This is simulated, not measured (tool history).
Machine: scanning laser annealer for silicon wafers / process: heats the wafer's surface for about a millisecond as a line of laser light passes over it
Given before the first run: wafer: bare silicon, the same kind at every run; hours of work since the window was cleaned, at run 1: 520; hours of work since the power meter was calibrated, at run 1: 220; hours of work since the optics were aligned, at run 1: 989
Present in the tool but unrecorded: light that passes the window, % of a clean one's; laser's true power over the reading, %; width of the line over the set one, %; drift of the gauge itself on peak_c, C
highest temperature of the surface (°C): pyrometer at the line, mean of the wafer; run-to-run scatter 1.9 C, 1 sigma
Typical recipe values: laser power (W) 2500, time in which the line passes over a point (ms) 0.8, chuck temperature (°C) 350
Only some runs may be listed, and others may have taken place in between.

run,hour,laser power (W),time in which the line passes over a point (ms),chuck temperature (°C),hours of work since the window was cleaned,hours of work since the power meter was calibrated,hours of work since the optics were aligned,highest temperature of the surface (°C)
1,0,2500,0.8,350,520,220,989,1143
2,19.9,2609,0.8,350,529,229,998,1178
3,64.6,2609,0.8,350,549,249,1018,1181
4,106.5,2609,0.8,350,568,268,1037,1177
# hour 127.3: optics aligned, line set to its width
5,134.6,2609,0.8,350,579,278,3,1198
6,175.4,2500,0.8,350,597,297,22,1155
7,216.5,2500,0.8,350,616,315,40,1148
# hour 233.7: window over the wafer cleaned
8,248,2500,0.898,350,6,328,54,1228
9,285.4,2500,0.898,350,23,345,70,1224
10,331.1,2500,0.8,350,44,366,91,1179
11,359.4,2500,0.8,350,57,379,104,1174
12,388.8,2500,0.8,350,70,392,117,1174
13,411.3,2500,0.8,318,80,402,127,1146
14,440,2500,0.8,350,93,415,140,1170
15,468.9,2500,0.577,350,106,428,153,1051
16,497.2,2500,0.577,350,119,441,166,1055
17,518,2500,0.8,350,128,450,176,1172
18,562.7,2500,0.8,350,149,471,196,1170
19,599.9,2500,0.8,350,165,487,213,1171
20,629.3,2526,0.8,350,179,501,226,1180
21,659.6,2514,0.694,368,192,514,240,1137
22,690.6,2613,0.941,375,206,528,253,1305
23,710.5,2500,0.762,333,215,537,263,1134
24,736.3,2146,0.564,366,227,549,274,946
25,780.2,2146,0.564,366,247,569,294,945
26,807.2,2146,0.824,375,259,581,306,1071
27,842.1,2159,0.824,375,275,597,322,1077
28,872,2500,0.619,336,288,610,335,1052
29,900.5,2500,0.619,336,301,623,348,1053
30,940,2330,0.804,377,319,641,366,1130
31,981.7,2330,0.804,377,338,660,385,1127
32,1012.9,2244,0.757,385,352,674,399,1083
33,1038.7,2244,0.757,385,364,685,411,1080
34,1069.6,2500,0.648,350,378,699,425,1083
35,1102.9,2500,0.993,379,393,714,440,1272
36,1124.7,2742,0.588,382,402,724,450,1149
37,1146.3,2536,0.763,384,412,734,459,1180
38,1165.4,2430,0.596,361,421,743,468,1038
39,1185.2,2673,0.8,353,430,752,477,1217
40,1205.1,2721,0.983,365,439,761,486,1342

Selected run-to-run steps in highest temperature of the surface (°C), each split into two signed amounts: the part the tool would show with no hidden state at all (from settings, incoming material and random variation), and the remainder, which goes to the hidden state together with any gauge scatter not common to the measured and the hidden-state-free results:
Run 4 -> 5: optics aligned, line set to its width. highest temperature of the surface (°C) +21: hidden state +18, all else +3.
Run 7 -> 8: time in which the line passes over a point (ms) 0.8 -> 0.898, window over the wafer cleaned. highest temperature of the surface (°C) +80: hidden state +27, all else +53.
Run 23 -> 24: laser power (W) 2500 -> 2146, time in which the line passes over a point (ms) 0.762 -> 0.564, chuck temperature (°C) 333 -> 366. highest temperature of the surface (°C) -188: hidden state +4, all else -192.
Run 34 -> 35: time in which the line passes over a point (ms) 0.648 -> 0.993, chuck temperature (°C) 350 -> 379. highest temperature of the surface (°C) +189: hidden state -7, all else +196.
Run 38 -> 39: laser power (W) 2430 -> 2673, time in which the line passes over a point (ms) 0.596 -> 0.8, chuck temperature (°C) 361 -> 353. highest temperature of the surface (°C) +179: hidden state -8, all else +187.
